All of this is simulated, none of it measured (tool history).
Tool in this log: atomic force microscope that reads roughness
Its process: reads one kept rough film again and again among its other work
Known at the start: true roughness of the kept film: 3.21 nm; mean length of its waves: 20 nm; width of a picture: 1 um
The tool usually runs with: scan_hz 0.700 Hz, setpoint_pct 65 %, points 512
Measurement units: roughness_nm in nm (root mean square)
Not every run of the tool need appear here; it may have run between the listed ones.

Run 1, hour 0.0: usual settings. Result: roughness_nm 2.534 nm (root mean square).
Run 2, hour 17.7: usual settings. Result: roughness_nm 2.507 nm (root mean square).
Run 3, hour 34.3: usual settings. Result: roughness_nm 2.512 nm (root mean square).
Run 4, hour 55.9: usual settings. Result: roughness_nm 2.530 nm (root mean square).
Run 5, hour 66.6: usual settings but points 826. Result: roughness_nm 2.533 nm (root mean square).
Run 6, hour 86.5: usual settings but scan_hz 1.561 Hz. Result: roughness_nm 2.426 nm (root mean square).
Run 7, hour 98.3: usual settings but scan_hz 1.561 Hz. Result: roughness_nm 2.438 nm (root mean square).
Run 8, hour 109.4: usual settings but scan_hz 1.561 Hz, points 281. Result: roughness_nm 2.385 nm (root mean square).
Run 9, hour 120.7: usual settings but scan_hz 1.561 Hz, points 281. Result: roughness_nm 2.380 nm (root mean square).
Run 10, hour 139.3: usual settings but scan_hz 0.711 Hz, points 281. Result: roughness_nm 2.465 nm (root mean square).
Run 11, hour 149.2: usual settings but scan_hz 0.711 Hz, points 437. Result: roughness_nm 2.512 nm (root mean square).
Run 12, hour 170.8: usual settings but scan_hz 0.711 Hz, points 437. Result: roughness_nm 2.502 nm (root mean square).
Run 13, hour 187.0: usual settings but scan_hz 0.711 Hz, points 437. Result: roughness_nm 2.497 nm (root mean square).
Run 14, hour 202.4: usual settings but points 273. Result: roughness_nm 2.470 nm (root mean square).
Run 15, hour 213.6: usual settings but setpoint_pct 61 %. Result: roughness_nm 2.518 nm (root mean square).
Run 16, hour 224.9: usual settings but setpoint_pct 61 %. Result: roughness_nm 2.536 nm (root mean square).
Run 17, hour 249.0: usual settings but points 327. Result: roughness_nm 2.487 nm (root mean square).
Run 18, hour 264.3: usual settings but scan_hz 3.603 Hz. Result: roughness_nm 2.234 nm (root mean square).
Run 19, hour 278.2: usual settings but scan_hz 1.831 Hz, setpoint_pct 61 %, points 340. Result: roughness_nm 2.425 nm (root mean square).
Run 20, hour 298.3: usual settings but scan_hz 2.490 Hz, setpoint_pct 85 %, points 496. Result: roughness_nm 1.960 nm (root mean square).
Run 21, hour 309.7: usual settings but scan_hz 1.056 Hz. Result: roughness_nm 2.475 nm (root mean square).
Run 22, hour 324.0: usual settings but scan_hz 1.056 Hz. Result: roughness_nm 2.482 nm (root mean square).
Run 23, hour 343.3: usual settings but scan_hz 1.983 Hz, points 555. Result: roughness_nm 2.383 nm (root mean square).
Run 24, hour 363.5: usual settings but scan_hz 1.983 Hz, setpoint_pct 56 %, points 564. Result: roughness_nm 2.471 nm (root mean square).
Run 25, hour 384.4: usual settings but points 496. Result: roughness_nm 2.524 nm (root mean square).
Run 26, hour 401.0: usual settings but scan_hz 1.399 Hz, points 385. Result: roughness_nm 2.413 nm (root mean square).
Run 27, hour 418.7: usual settings but scan_hz 3.156 Hz, points 385. Result: roughness_nm 2.266 nm (root mean square).
Run 28, hour 442.6: usual settings but scan_hz 0.521 Hz, setpoint_pct 57 %, points 742. Result: roughness_nm 2.600 nm (root mean square).
Run 29, hour 455.4: usual settings but scan_hz 1.320 Hz, setpoint_pct 81 %, points 525. Result: roughness_nm 2.288 nm (root mean square).
Run 30, hour 479.2: usual settings but scan_hz 1.320 Hz, setpoint_pct 81 %, points 525. Result: roughness_nm 2.276 nm (root mean square).
Run 31, hour 489.4: usual settings but setpoint_pct 85 %, points 328. Result: roughness_nm 2.351 nm (root mean square).
Run 32, hour 507.7: usual settings but scan_hz 2.251 Hz, setpoint_pct 84 %, points 328. Result: roughness_nm 2.001 nm (root mean square).
Run 33, hour 523.0: usual settings but setpoint_pct 57 %. Result: roughness_nm 2.543 nm (root mean square).
Run 34, hour 547.0: usual settings but setpoint_pct 57 %. Result: roughness_nm 2.568 nm (root mean square).
Run 35, hour 565.4: usual settings but setpoint_pct 57 %. Result: roughness_nm 2.550 nm (root mean square).
Run 36, hour 580.7: usual settings but scan_hz 0.534 Hz, setpoint_pct 57 %, points 561. Result: roughness_nm 2.565 nm (root mean square).

Removed from this log: 5 entries logged between the listed runs. Between which two listed runs does each belong, and how does the tool's hidden state at the listed run before it compare with that at the listed run after it?
In the gap between runs 6 and 7: new tip fitted (hour 92.6)
  radius of the tip, nm: 7.1 -> 7
In the gap between runs 14 and 15: new tip fitted (hour 205.1)
  radius of the tip, nm: 7.1 -> 7
In the gap between runs 21 and 22: new tip fitted (hour 317.9)
  radius of the tip, nm: 7.1 -> 7
In the gap between runs 27 and 28: new tip fitted (hour 429.5)
  radius of the tip, nm: 7.1 -> 7
In the gap between runs 33 and 34: new tip fitted (hour 542.2)
  radius of the tip, nm: 7.1 -> 7
